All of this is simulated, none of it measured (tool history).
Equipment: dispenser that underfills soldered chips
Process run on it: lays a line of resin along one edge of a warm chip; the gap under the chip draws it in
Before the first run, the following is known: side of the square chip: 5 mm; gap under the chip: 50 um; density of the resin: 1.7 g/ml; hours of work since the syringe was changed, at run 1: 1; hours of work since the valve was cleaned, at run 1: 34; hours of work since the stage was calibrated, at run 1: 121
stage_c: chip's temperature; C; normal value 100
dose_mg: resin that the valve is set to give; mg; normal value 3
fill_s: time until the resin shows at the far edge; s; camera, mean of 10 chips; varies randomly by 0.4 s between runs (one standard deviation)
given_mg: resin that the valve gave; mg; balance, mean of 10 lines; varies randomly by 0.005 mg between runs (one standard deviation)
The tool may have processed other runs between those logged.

run	hour	stage_c	dose_mg	hours of work since the syringe was changed	hours of work since the valve was cleaned	hours of work since the stage was calibrated	fill_s	given_mg
1	0	100	3	1	34	121	27.7	2.947
2	5.1	100	3	4	37	124	31.9	2.939
3	11.2	100	3	8	41	127	36.7	2.941
# hour 15: new syringe of resin
4	16.2	100	3	1	44	130	27.9	2.945
# hour 19.7: dispensing valve cleaned and set on the balance
5	20.5	100	3	3	0	132	29.7	2.996
6	24.5	100	3	5	3	135	32.4	2.986
7	29.3	89	3	8	6	138	50	2.982
# hour 32.9: new syringe of resin
8	34.7	89	3	1	9	141	37.2	2.975
9	40.3	89	3	5	12	144	42.9	2.968
10	43.3	102	3	6	14	146	32.7	2.978
11	46.1	102	3	8	16	148	35.1	2.972
# hour 50.2: new syringe of resin
12	50.7	94	3	0	19	151	32.1	2.974
13	54.1	94	3	2	21	153	34.4	2.957
14	59.7	100	3.83	6	24	156	33.6	3.773
15	65.8	100	3.12	10	28	160	38.4	3.072
# hour 67.1: new syringe of resin
16	72	100	3	3	32	164	30.7	2.933
17	74.9	100	3	5	33	165	32.7	2.938
18	80.7	100	3	8	37	169	38.7	2.937
# hour 84.1: new syringe of resin
19	86.8	96	3.15	2	41	173	31.7	3.075
20	92.8	86	3	5	44	176	49.4	2.921
# hour 95.5: dispensing valve cleaned and set on the balance
21	98	86	3	8	2	179	55.3	3.013
# hour 102.1: new syringe of resin
22	102.3	86	3	0	4	181	39.4	3.011
23	105.5	86	3	2	6	183	44.1	2.986
24	108.2	96	3.1	4	8	185	35.7	3.093
25	114	107	2.9	7	11	189	31.5	2.889
26	117.4	102	3.9	9	13	191	36.9	3.883
# hour 118.9: new syringe of resin
27	121.3	102	3.9	1	15	193	27.4	3.874
28	126.4	87	3.9	5	19	196	46.1	3.856
29	129.2	114	3.6	6	20	198	24.1	3.559
30	132.2	114	3.6	8	22	200	26.6	3.566
# hour 135.9: new syringe of resin
31	138	101	2.8	1	26	203	28.1	2.768
32	140.6	101	3.46	3	27	205	29.7	3.407
33	145.9	101	3.46	6	31	208	33	3.405
34	151.2	85	3.42	9	34	211	57.6	3.358
# hour 152.9: new syringe of resin
35	154.4	100	3.46	1	36	213	27.6	3.396

Across each entry between runs, compare the hidden state at the last listed run before it with the hidden state at the first listed run after it:
In the gap between runs 3 and 4: new syringe of resin (hour 15)
  resin's viscosity, % of fresh resin's: 137.9 -> 102.4; dose that the valve gives, % of what is set: 97.93 -> 97.78; true chip temperature over the reading, C: -0.63 -> -0.65
  measured less the result without the state, fill_s: +10.6 -> +1.2 s; given_mg: -0.062 -> -0.067 mg
In the gap between runs 4 and 5: dispensing valve cleaned and set on the balance (hour 19.7)
  resin's viscosity, % of fresh resin's: 102.4 -> 111.2; dose that the valve gives, % of what is set: 97.78 -> 99.84; true chip temperature over the reading, C: -0.65 -> -0.67
  measured less the result without the state, fill_s: +1.2 -> +3.5 s; given_mg: -0.067 -> -0.005 mg
In the gap between runs 7 and 8: new syringe of resin (hour 32.9)
  resin's viscosity, % of fresh resin's: 138.5 -> 103.1; dose that the valve gives, % of what is set: 99.56 -> 99.38; true chip temperature over the reading, C: -0.71 -> -0.74
  measured less the result without the state, fill_s: +14.8 -> +1.9 s; given_mg: -0.013 -> -0.019 mg
In the gap between runs 11 and 12: new syringe of resin (hour 50.2)
  resin's viscosity, % of fresh resin's: 137.2 -> 100.4; dose that the valve gives, % of what is set: 98.97 -> 98.83; true chip temperature over the reading, C: -0.8 -> -0.82
  measured less the result without the state, fill_s: +10.2 -> +0.9 s; given_mg: -0.031 -> -0.036 mg
In the gap between runs 15 and 16: new syringe of resin (hour 67.1)
  resin's viscosity, % of fresh resin's: 146.1 -> 113; dose that the valve gives, % of what is set: 98.3 -> 98.09; true chip temperature over the reading, C: -0.89 -> -0.92
  measured less the result without the state, fill_s: +12.9 -> +4.2 s; given_mg: -0.053 -> -0.057 mg
In the gap between runs 18 and 19: new syringe of resin (hour 84.1)
  resin's viscosity, % of fresh resin's: 140.5 -> 106.1; dose that the valve gives, % of what is set: 97.79 -> 97.59; true chip temperature over the reading, C: -0.96 -> -0.99
  measured less the result without the state, fill_s: +11.9 -> +2.7 s; given_mg: -0.067 -> -0.076 mg
In the gap between runs 20 and 21: dispensing valve cleaned and set on the balance (hour 95.5)
  resin's viscosity, % of fresh resin's: 123.3 -> 137; dose that the valve gives, % of what is set: 97.38 -> 100.04; true chip temperature over the reading, C: -1.02 -> -1.04
  measured less the result without the state, fill_s: +10.7 -> +16.1 s; given_mg: -0.079 -> +0.001 mg
In the gap between runs 21 and 22: new syringe of resin (hour 102.1)
  resin's viscosity, % of fresh resin's: 137 -> 102.1; dose that the valve gives, % of what is set: 100.04 -> 99.9; true chip temperature over the reading, C: -1.04 -> -1.06
  measured less the result without the state, fill_s: +16.1 -> +2 s; given_mg: +0.001 -> -0.003 mg
In the gap between runs 26 and 27: new syringe of resin (hour 118.9)
  resin's viscosity, % of fresh resin's: 148.7 -> 106.4; dose that the valve gives, % of what is set: 99.4 -> 99.27; true chip temperature over the reading, C: -1.13 -> -1.15
  measured less the result without the state, fill_s: +12.9 -> +2.4 s; given_mg: -0.024 -> -0.028 mg
In the gap between runs 30 and 31: new syringe of resin (hour 135.9)
  resin's viscosity, % of fresh resin's: 139.8 -> 104.4; dose that the valve gives, % of what is set: 98.89 -> 98.7; true chip temperature over the reading, C: -1.2 -> -1.22
  measured less the result without the state, fill_s: +8.2 -> +2.2 s; given_mg: -0.04 -> -0.036 mg
In the gap between runs 34 and 35: new syringe of resin (hour 152.9)
  resin's viscosity, % of fresh resin's: 145.3 -> 103.2; dose that the valve gives, % of what is set: 98.24 -> 98.14; true chip temperature over the reading, C: -1.29 -> -1.3
  measured less the result without the state, fill_s: +19.5 -> +1.8 s; given_mg: -0.06 -> -0.064 mg

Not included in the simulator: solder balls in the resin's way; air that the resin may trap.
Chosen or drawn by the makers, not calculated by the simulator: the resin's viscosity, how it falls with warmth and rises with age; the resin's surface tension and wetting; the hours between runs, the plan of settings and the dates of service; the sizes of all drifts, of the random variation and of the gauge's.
